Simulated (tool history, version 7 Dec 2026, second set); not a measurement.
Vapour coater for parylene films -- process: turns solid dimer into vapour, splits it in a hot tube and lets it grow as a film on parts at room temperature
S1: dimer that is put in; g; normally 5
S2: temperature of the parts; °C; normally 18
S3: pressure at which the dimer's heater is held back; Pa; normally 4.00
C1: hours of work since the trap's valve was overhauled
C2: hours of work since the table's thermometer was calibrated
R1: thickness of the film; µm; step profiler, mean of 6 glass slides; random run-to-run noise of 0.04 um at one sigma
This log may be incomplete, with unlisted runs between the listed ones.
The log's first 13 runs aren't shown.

{"run": 14, "hour": 545.4, "S1": 5, "S2": 18, "S3": 4.0, "C1": 57, "C2": 254, "R1": 4.28}
{"run": 15, "hour": 594.9, "S1": 5, "S2": 18, "S3": 4.0, "C1": 93, "C2": 291, "R1": 4.3}
{"run": 16, "hour": 646.2, "S1": 5, "S2": 18, "S3": 4.0, "C1": 131, "C2": 328, "R1": 4.3}
{"run": 17, "hour": 688.6, "S1": 5, "S2": 18, "S3": 4.0, "C1": 162, "C2": 359, "R1": 4.21}
{"run": 18, "hour": 730.4, "S1": 5, "S2": 18, "S3": 4.0, "C1": 192, "C2": 389, "R1": 4.24}
{"run": 19, "hour": 785.6, "S1": 5, "S2": 18, "S3": 4.0, "C1": 232, "C2": 430, "R1": 4.17}
{"run": 20, "hour": 832.1, "S1": 5, "S2": 18, "S3": 4.0, "C1": 266, "C2": 463, "R1": 4.21}
{"run": 21, "hour": 881.9, "S1": 5, "S2": 18, "S3": 4.0, "C1": 303, "C2": 500, "R1": 4.11}
{"run": 22, "hour": 929.7, "S1": 5, "S2": 15, "S3": 5.39, "C1": 337, "C2": 535, "R1": 4.49}
{"run": 23, "hour": 981.2, "S1": 2, "S2": 16, "S3": 4.5, "C1": 375, "C2": 572, "R1": 1.73}
{"run": 24, "hour": 1034.2, "S1": 4, "S2": 16, "S3": 8.77, "C1": 414, "C2": 611, "R1": 3.37}
{"hour": 1065.8, "done": "trap's valve overhauled"}
{"run": 25, "hour": 1076.2, "S1": 6, "S2": 30, "S3": 11.62, "C1": 8, "C2": 638, "R1": 3.15}
{"run": 26, "hour": 1126.8, "S1": 5, "S2": 17, "S3": 4.0, "C1": 44, "C2": 675, "R1": 4.4}
{"run": 27, "hour": 1178.2, "S1": 2, "S2": 18, "S3": 8.57, "C1": 82, "C2": 713, "R1": 1.62}
{"run": 28, "hour": 1239.3, "S1": 3, "S2": 15, "S3": 8.57, "C1": 126, "C2": 757, "R1": 2.72}
{"run": 29, "hour": 1279.0, "S1": 3, "S2": 15, "S3": 8.57, "C1": 155, "C2": 786, "R1": 2.69}
{"run": 30, "hour": 1330.1, "S1": 4, "S2": 15, "S3": 3.65, "C1": 193, "C2": 823, "R1": 3.74}
{"run": 31, "hour": 1378.3, "S1": 4, "S2": 13, "S3": 3.87, "C1": 228, "C2": 859, "R1": 3.97}
{"run": 32, "hour": 1429.0, "S1": 7, "S2": 18, "S3": 2.58, "C1": 265, "C2": 896, "R1": 5.96}
{"run": 33, "hour": 1470.8, "S1": 6, "S2": 29, "S3": 7.96, "C1": 295, "C2": 926, "R1": 3.31}
{"run": 34, "hour": 1516.6, "S1": 5, "S2": 14, "S3": 4.0, "C1": 329, "C2": 959, "R1": 4.7}
{"run": 35, "hour": 1559.4, "S1": 3, "S2": 23, "S3": 2.28, "C1": 360, "C2": 991, "R1": 2.09}

4 ways to go on from here, each from the tool as it stands after run 35. What would each give?
{"run": "A", "hour": 1607.0, "S1": 9, "S2": 17, "S3": 11.74, "C1": 394, "C2": 1025, "R1": "?"}
{"run": "B", "hour": 1607.0, "S1": 2, "S2": 26, "S3": 4.0, "C1": 394, "C2": 1025, "R1": "?"}
{"run": "C", "hour": 1607.0, "S1": 6, "S2": 11, "S3": 9.4, "C1": 394, "C2": 1025, "R1": "?"}
{"run": "D", "hour": 1607.0, "S1": 5, "S2": 12, "S3": 8.02, "C1": 394, "C2": 1025, "R1": "?"}

run=A R1=7.17
run=B R1=1.19
run=C R1=5.86
run=D R1=4.73
Had the tool no hidden state, the same runs would have come out as:
run=A R1=7.77
run=B R1=1.29
run=C R1=6.36
run=D R1=5.13

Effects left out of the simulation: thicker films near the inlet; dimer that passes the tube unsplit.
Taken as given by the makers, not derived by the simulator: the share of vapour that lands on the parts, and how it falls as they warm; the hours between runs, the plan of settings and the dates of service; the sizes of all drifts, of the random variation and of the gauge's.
